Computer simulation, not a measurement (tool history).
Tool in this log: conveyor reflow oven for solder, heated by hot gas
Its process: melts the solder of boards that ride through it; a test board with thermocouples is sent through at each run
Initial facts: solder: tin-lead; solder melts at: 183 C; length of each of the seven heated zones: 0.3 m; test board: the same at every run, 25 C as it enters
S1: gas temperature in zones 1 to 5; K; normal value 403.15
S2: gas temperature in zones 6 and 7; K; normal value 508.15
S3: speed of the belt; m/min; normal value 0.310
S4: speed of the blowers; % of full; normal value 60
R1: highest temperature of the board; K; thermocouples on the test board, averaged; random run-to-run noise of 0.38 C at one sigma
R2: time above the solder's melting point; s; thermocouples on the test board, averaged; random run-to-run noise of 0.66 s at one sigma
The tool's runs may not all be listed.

run 1 hour=0.0 | S1=403.15 S2=508.15 S3=0.310 S4=60 | R1=483.65 R2=73.0
run 2 hour=91.0 | S1=403.15 S2=518.15 S3=0.310 S4=60 | R1=492.35 R2=82.9
run 3 hour=154.0 | S1=403.15 S2=518.15 S3=0.310 S4=60 | R1=491.95 R2=84.9
run 4 hour=245.4 | S1=403.15 S2=518.15 S3=0.310 S4=60 | R1=491.85 R2=83.7
run 5 hour=301.7 | S1=403.15 S2=508.15 S3=0.310 S4=60 | R1=484.55 R2=72.0
run 6 hour=388.5 | S1=403.15 S2=508.15 S3=0.310 S4=60 | R1=483.35 R2=72.4
run 7 hour=477.6 | S1=403.15 S2=508.15 S3=0.310 S4=72 | R1=487.45 R2=81.0
run 8 hour=532.7 | S1=403.15 S2=508.15 S3=0.310 S4=72 | R1=487.65 R2=79.3
run 9 hour=576.3 | S1=403.15 S2=508.15 S3=0.310 S4=72 | R1=488.25 R2=79.9
run 10 hour=629.2 | S1=403.15 S2=508.15 S3=0.310 S4=72 | R1=488.55 R2=79.2
run 11 hour=697.4 | S1=403.15 S2=508.15 S3=0.310 S4=72 | R1=488.85 R2=80.5
run 12 hour=766.5 | S1=403.15 S2=508.15 S3=0.310 S4=72 | R1=488.35 R2=79.5
run 13 hour=841.6 | S1=403.15 S2=508.15 S3=0.310 S4=67 | R1=486.35 R2=77.3
run 14 hour=932.3 | S1=403.15 S2=508.15 S3=0.310 S4=67 | R1=486.55 R2=77.0
run 15 hour=994.5 | S1=403.15 S2=508.15 S3=0.310 S4=74 | R1=489.05 R2=81.5
run 16 hour=1065.3 | S1=398.15 S2=508.15 S3=0.332 S4=60 | R1=479.65 R2=58.4
run 17 hour=1114.8 | S1=389.15 S2=500.15 S3=0.310 S4=60 | R1=474.65 R2=50.1
run 18 hour=1194.6 | S1=411.15 S2=516.15 S3=0.310 S4=63 | R1=493.55 R2=88.8
run 19 hour=1264.3 | S1=403.15 S2=508.15 S3=0.310 S4=62 | R1=484.75 R2=74.0
run 20 hour=1323.5 | S1=403.15 S2=508.15 S3=0.322 S4=83 | R1=490.25 R2=79.2
run 21 hour=1368.0 | S1=403.15 S2=508.15 S3=0.322 S4=83 | R1=491.05 R2=79.8
run 22 hour=1455.3 | S1=403.15 S2=508.15 S3=0.322 S4=83 | R1=489.85 R2=80.7
run 23 hour=1543.7 | S1=403.15 S2=508.15 S3=0.322 S4=83 | R1=490.85 R2=79.1
run 24 hour=1597.3 | S1=403.15 S2=508.15 S3=0.322 S4=83 | R1=490.15 R2=80.3
run 25 hour=1677.4 | S1=408.15 S2=508.15 S3=0.322 S4=50 | R1=478.35 R2=62.4
run 26 hour=1763.9 | S1=408.15 S2=508.15 S3=0.322 S4=50 | R1=478.55 R2=60.6
run 27 hour=1820.6 | S1=408.15 S2=508.15 S3=0.322 S4=50 | R1=478.65 R2=62.6
run 28 hour=1868.9 | S1=413.15 S2=501.15 S3=0.301 S4=50 | R1=477.35 R2=67.2
run 29 hour=1916.6 | S1=397.15 S2=515.15 S3=0.327 S4=60 | R1=486.15 R2=67.6

The log once held 7 entries between its listed runs, left out of this copy. Where does each go, and what is different about the tool's unlogged condition between the listed run before it and the listed run after it?
Between runs 3 and 4: flux residue cleaned out of gas plates and filters (hour 242.9)
  heat that the gas passes to the board, % of a clean oven's: 99.7 -> 100; belt's true speed, % of the reading: 99.89 -> 99.88; true gas temperature in zones 6 and 7 over the reading, C: 0.02 -> 0.03
Between runs 9 and 10: flux residue cleaned out of gas plates and filters (hour 608.5)
  heat that the gas passes to the board, % of a clean oven's: 99.6 -> 100; true gas temperature in zones 6 and 7 over the reading, C: 0.06 -> 0.07
Between runs 14 and 15: flux residue cleaned out of gas plates and filters (hour 971.9)
  heat that the gas passes to the board, % of a clean oven's: 99.6 -> 100; belt's true speed, % of the reading: 99.81 -> 99.8
Between runs 17 and 18: belt drive overhauled, speed set with a stopwatch (hour 1184.3)
  belt's true speed, % of the reading: 99.79 -> 100
Between runs 20 and 21: flux residue cleaned out of gas plates and filters (hour 1342.4)
  heat that the gas passes to the board, % of a clean oven's: 99.6 -> 99.9
Between runs 23 and 24: thermocouples of zones 6 and 7 changed (hour 1556.0)
  true gas temperature in zones 6 and 7 over the reading, C: 0.16 -> 0
Between runs 25 and 26: flux residue cleaned out of gas plates and filters (hour 1711.9)
  heat that the gas passes to the board, % of a clean oven's: 99.6 -> 99.9; belt's true speed, % of the reading: 99.95 -> 99.94; true gas temperature in zones 6 and 7 over the reading, C: 0 -> 0.01

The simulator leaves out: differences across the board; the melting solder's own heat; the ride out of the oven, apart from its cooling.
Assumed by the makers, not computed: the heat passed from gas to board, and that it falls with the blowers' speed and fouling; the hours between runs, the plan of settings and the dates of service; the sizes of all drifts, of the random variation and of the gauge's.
